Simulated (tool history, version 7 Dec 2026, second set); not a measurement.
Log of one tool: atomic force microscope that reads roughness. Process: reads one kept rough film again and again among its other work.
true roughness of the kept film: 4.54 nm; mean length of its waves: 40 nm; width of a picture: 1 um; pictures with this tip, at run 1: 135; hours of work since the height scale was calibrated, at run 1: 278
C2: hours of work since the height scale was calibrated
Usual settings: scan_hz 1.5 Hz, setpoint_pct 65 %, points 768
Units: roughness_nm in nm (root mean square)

Run 1, hour 0: usual settings; pictures with this tip 135; C2 278. Result: roughness_nm 3.836 nm (root mean square).
At hour 6.1: new tip fitted.
Run 2, hour 28.7: usual settings; pictures with this tip 44; C2 294. Result: roughness_nm 3.889 nm (root mean square).
Run 3, hour 72.1: usual settings; pictures with this tip 128; C2 320. Result: roughness_nm 3.88 nm (root mean square).
At hour 85.1: new tip fitted.
Run 4, hour 98.5: usual settings; pictures with this tip 26; C2 335. Result: roughness_nm 3.878 nm (root mean square).
Run 5, hour 134.6: usual settings; pictures with this tip 96; C2 356. Result: roughness_nm 3.85 nm (root mean square).
At hour 160.5: new tip fitted.
Run 6, hour 170.1: usual settings but points 284; pictures with this tip 19; C2 376. Result: roughness_nm 3.852 nm (root mean square).
Run 7, hour 200: usual settings but points 284; pictures with this tip 76; C2 393. Result: roughness_nm 3.847 nm (root mean square).
Run 8, hour 221.2: usual settings but points 284; pictures with this tip 118; C2 405. Result: roughness_nm 3.838 nm (root mean square).
At hour 237.1: new tip fitted.
Run 9, hour 251.6: usual settings but points 284; pictures with this tip 28; C2 423. Result: roughness_nm 3.852 nm (root mean square).
Run 10, hour 285.1: usual settings but setpoint_pct 83 %; pictures with this tip 92; C2 442. Result: roughness_nm 3.579 nm (root mean square).
At hour 314.5: new tip fitted.
Run 11, hour 315.9: usual settings but setpoint_pct 83 %; pictures with this tip 3; C2 460. Result: roughness_nm 3.569 nm (root mean square).
Run 12, hour 357.7: usual settings but setpoint_pct 83 %; pictures with this tip 84; C2 484. Result: roughness_nm 3.585 nm (root mean square).
Run 13, hour 384: usual settings; pictures with this tip 135; C2 499. Result: roughness_nm 3.832 nm (root mean square).
At hour 389.5: new tip fitted.
Run 14, hour 421.1: usual settings; pictures with this tip 61; C2 520. Result: roughness_nm 3.876 nm (root mean square).
At hour 465.1: new tip fitted.
Run 15, hour 470.1: usual settings; pictures with this tip 10; C2 549. Result: roughness_nm 3.885 nm (root mean square).
Run 16, hour 498.1: usual settings but points 496; pictures with this tip 64; C2 565. Result: roughness_nm 3.888 nm (root mean square).
Run 17, hour 534.5: usual settings but setpoint_pct 83 %; pictures with this tip 135; C2 586. Result: roughness_nm 3.57 nm (root mean square).
At hour 541.2: new tip fitted.
Run 18, hour 583.3: usual settings but setpoint_pct 73 %; pictures with this tip 82; C2 614. Result: roughness_nm 3.784 nm (root mean square).
Run 19, hour 615.7: usual settings but setpoint_pct 73 %; pictures with this tip 144; C2 633. Result: roughness_nm 3.748 nm (root mean square).
At hour 620: new tip fitted.
Run 20, hour 658.7: usual settings but points 934; pictures with this tip 75; C2 657. Result: roughness_nm 3.874 nm (root mean square).
Run 21, hour 690.1: usual settings but points 934; pictures with this tip 135; C2 676. Result: roughness_nm 3.847 nm (root mean square).
At hour 696.9: new tip fitted.
Run 22, hour 723.9: usual settings but points 339; pictures with this tip 52; C2 695. Result: roughness_nm 3.841 nm (root mean square).
Run 23, hour 755.6: usual settings but points 339; pictures with this tip 113; C2 713. Result: roughness_nm 3.829 nm (root mean square).
At hour 772.3: new tip fitted.
Run 24, hour 790.4: usual settings but scan_hz 0.54 Hz, setpoint_pct 86 %, points 655; pictures with this tip 35; C2 733. Result: roughness_nm 3.825 nm (root mean square).
Run 25, hour 828.9: usual settings but scan_hz 1.25 Hz, setpoint_pct 84 %, points 874; pictures with this tip 110; C2 755. Result: roughness_nm 3.616 nm (root mean square).
At hour 850.5: new tip fitted.
Run 26, hour 853: usual settings but scan_hz 1.25 Hz, setpoint_pct 84 %, points 874; pictures with this tip 4; C2 769. Result: roughness_nm 3.652 nm (root mean square).
Run 27, hour 897.9: usual settings but scan_hz 1.09 Hz, setpoint_pct 74 %, points 905; pictures with this tip 91; C2 795. Result: roughness_nm 3.82 nm (root mean square).
At hour 927.9: new tip fitted.
Run 28, hour 933.3: usual settings but scan_hz 0.73 Hz, points 281; pictures with this tip 11; C2 815. Result: roughness_nm 3.962 nm (root mean square).
Run 29, hour 969.5: usual settings but scan_hz 0.91 Hz; pictures with this tip 81; C2 836. Result: roughness_nm 3.942 nm (root mean square).
At hour 1007: new tip fitted.
Run 30, hour 1008.4: usual settings but scan_hz 1.25 Hz, setpoint_pct 80 %; pictures with this tip 3; C2 859. Result: roughness_nm 3.704 nm (root mean square).
Run 31, hour 1056.1: usual settings but scan_hz 1.25 Hz, setpoint_pct 73 %, points 675; pictures with this tip 95; C2 886. Result: roughness_nm 3.786 nm (root mean square).
At hour 1082.3: new tip fitted.
Run 32, hour 1090.9: usual settings but setpoint_pct 85 %; pictures with this tip 16; C2 906. Result: roughness_nm 3.532 nm (root mean square).
Run 33, hour 1118.8: usual settings but scan_hz 1.02 Hz, setpoint_pct 57 %, points 321; pictures with this tip 71; C2 922. Result: roughness_nm 3.964 nm (root mean square).
Run 34, hour 1139.4: usual settings but scan_hz 0.61 Hz, points 310; pictures with this tip 110; C2 934. Result: roughness_nm 3.961 nm (root mean square).
At hour 1159.6: new tip fitted.
Run 35, hour 1179.4: usual settings but scan_hz 1.86 Hz, points 310; pictures with this tip 38; C2 957. Result: roughness_nm 3.792 nm (root mean square).
Run 36, hour 1212.3: usual settings but scan_hz 1.86 Hz, points 310; pictures with this tip 102; C2 976. Result: roughness_nm 3.815 nm (root mean square).
At hour 1236.6: new tip fitted.
Run 37, hour 1237.1: usual settings but scan_hz 2.02 Hz, points 310; pictures with this tip 1; C2 990. Result: roughness_nm 3.782 nm (root mean square).
Run 38, hour 1284.4: usual settings but scan_hz 2.02 Hz, points 310; pictures with this tip 93; C2 1018. Result: roughness_nm 3.776 nm (root mean square).
At hour 1313.7: new tip fitted.
Run 39, hour 1314.8: usual settings but scan_hz 2.02 Hz, points 310; pictures with this tip 2; C2 1035. Result: roughness_nm 3.776 nm (root mean square).
Run 40, hour 1341.3: usual settings but scan_hz 0.73 Hz, setpoint_pct 70 %, points 350; pictures with this tip 54; C2 1050. Result: roughness_nm 3.917 nm (root mean square).
Run 41, hour 1379.7: usual settings but scan_hz 0.73 Hz, setpoint_pct 70 %, points 710; pictures with this tip 128; C2 1073. Result: roughness_nm 3.922 nm (root mean square).
At hour 1389.9: new tip fitted.
Run 42, hour 1424.9: usual settings but scan_hz 1.49 Hz, setpoint_pct 62 %, points 340; pictures with this tip 68; C2 1099. Result: roughness_nm 3.895 nm (root mean square).
At hour 1468.3: new tip fitted.
Run 43, hour 1474.5: usual settings but setpoint_pct 59 %, points 662; pictures with this tip 12; C2 1127. Result: roughness_nm 3.938 nm (root mean square).
Run 44, hour 1509.9: usual settings but scan_hz 2.78 Hz, points 420; pictures with this tip 81; C2 1148. Result: roughness_nm 3.712 nm (root mean square).
Run 45, hour 1542.7: usual settings but scan_hz 0.62 Hz; pictures with this tip 144; C2 1167. Result: roughness_nm 3.97 nm (root mean square).

Forecast each of these 5 alternatives for the next run:
At hour 1547.5: new tip fitted.
Run A, hour 1575: usual settings but scan_hz 0.62 Hz, setpoint_pct 60 %, points 585; pictures with this tip 53; C2 1185. Result: roughness_nm ?.
At hour 1547.5: new tip fitted.
Run B, hour 1575: usual settings but setpoint_pct 80 %; pictures with this tip 53; C2 1185. Result: roughness_nm ?.
At hour 1547.5: new tip fitted.
Run C, hour 1575: usual settings but setpoint_pct 71 %; pictures with this tip 53; C2 1185. Result: roughness_nm ?.
At hour 1547.5: new tip fitted.
Run D, hour 1575: usual settings but scan_hz 1.61 Hz; pictures with this tip 53; C2 1185. Result: roughness_nm ?.
At hour 1547.5: new tip fitted.
Run E, hour 1575: usual settings but scan_hz 0.61 Hz, setpoint_pct 87 %, points 661; pictures with this tip 53; C2 1185. Result: roughness_nm ?.

run  roughness_nm
  A         4.038
  B          3.61
  C         3.789
  D          3.85
  E         3.775
Without the tool's hidden state the same runs would have given:
run  roughness_nm
  A         4.043
  B         3.615
  C         3.793
  D         3.855
  E         3.779
